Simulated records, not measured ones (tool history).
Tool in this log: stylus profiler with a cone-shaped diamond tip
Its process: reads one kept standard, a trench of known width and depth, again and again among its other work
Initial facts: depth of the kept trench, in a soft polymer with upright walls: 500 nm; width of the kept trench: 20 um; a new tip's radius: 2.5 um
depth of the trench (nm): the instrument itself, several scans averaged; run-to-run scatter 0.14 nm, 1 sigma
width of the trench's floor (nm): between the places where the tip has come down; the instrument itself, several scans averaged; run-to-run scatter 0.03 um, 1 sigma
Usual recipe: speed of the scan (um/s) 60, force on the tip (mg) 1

run    hour  speed of the scan (um/s)  force on the tip (mg)  depth of the trench (nm)  width of the trench's floor (nm)
  1       0                        60                      1                    502.67                             16860
  2    68.8                        44                      1                    502.77                             16900
  3   186.2                        44                      1                    502.82                             16890
  4   310.2                        44                   0.49                    501.85                             16840
  5   437.2                        44                   1.29                    503.49                             16920
  6   517.8                        60                      1                    502.73                             16880
  7   648.1                        60                      1                    503.01                             16890
  8   754.1                        60                   2.09                     504.7                             16900
  9   850.3                       133                      1                     502.8                             16690
 10   960.4                       133                   1.32                    503.58                             16620
 11  1025.4                       133                   1.32                    503.51                             16680
 12  1132.7                       133                   1.32                    503.21                             16660
 13    1263                       133                   1.32                    503.54                             16640
 14  1371.5                       133                   1.32                    503.45                             16710
 15  1445.2                        60                      1                    502.71                             16820
 16  1507.9                        60                      1                    502.61                             16800
 17  1564.8                        60                      1                    502.74                             16810
 18  1656.5                        60                      1                    502.76                             16820
 19  1735.5                        60                      1                    502.84                             16810
 20  1861.6                       237                      1                    502.91                             16290
 21  1975.6                        60                   1.33                    503.43                             16890
 22  2036.1                        60                   0.62                    502.05                             16840
     2149.4  -- new tip fitted, height scale calibrated
 23  2149.4                        60                      1                    502.85                             16850
 24  2204.1                        60                      1                    502.95                             16850
 25  2263.8                        23                      1                    502.81                             16940
 26  2352.5                        47                      1                    502.48                             16820
 27    2480                       135                   1.92                    504.46                             16730
 28  2582.9                        28                   0.65                    502.21                             16840
 29    2696                        65                   0.35                    501.37                             16740
 30  2822.3                        62                   0.59                       502                             16800
 31  2955.5                       143                   1.14                    503.25                             16640
 32  3057.7                       143                   0.75                    502.39                             16520
 33  3130.9                        15                   1.16                    503.16                             16960
 34  3217.2                        15                   1.16                    503.05                             16930
 35  3340.1                        60                   1.08                    502.67                             16810
 36  3461.3                        91                   1.17                    503.12                             16780

For run 37, what comes out?
 37  3587.9                        27                   1.39                         ?                                 ?

Run 37 yielded depth of the trench (nm) 503.71, width of the trench's floor (nm) 16890.
With no hidden state in the tool, this same run would have given depth of the trench (nm) 503.73, width of the trench's floor (nm) 16900.

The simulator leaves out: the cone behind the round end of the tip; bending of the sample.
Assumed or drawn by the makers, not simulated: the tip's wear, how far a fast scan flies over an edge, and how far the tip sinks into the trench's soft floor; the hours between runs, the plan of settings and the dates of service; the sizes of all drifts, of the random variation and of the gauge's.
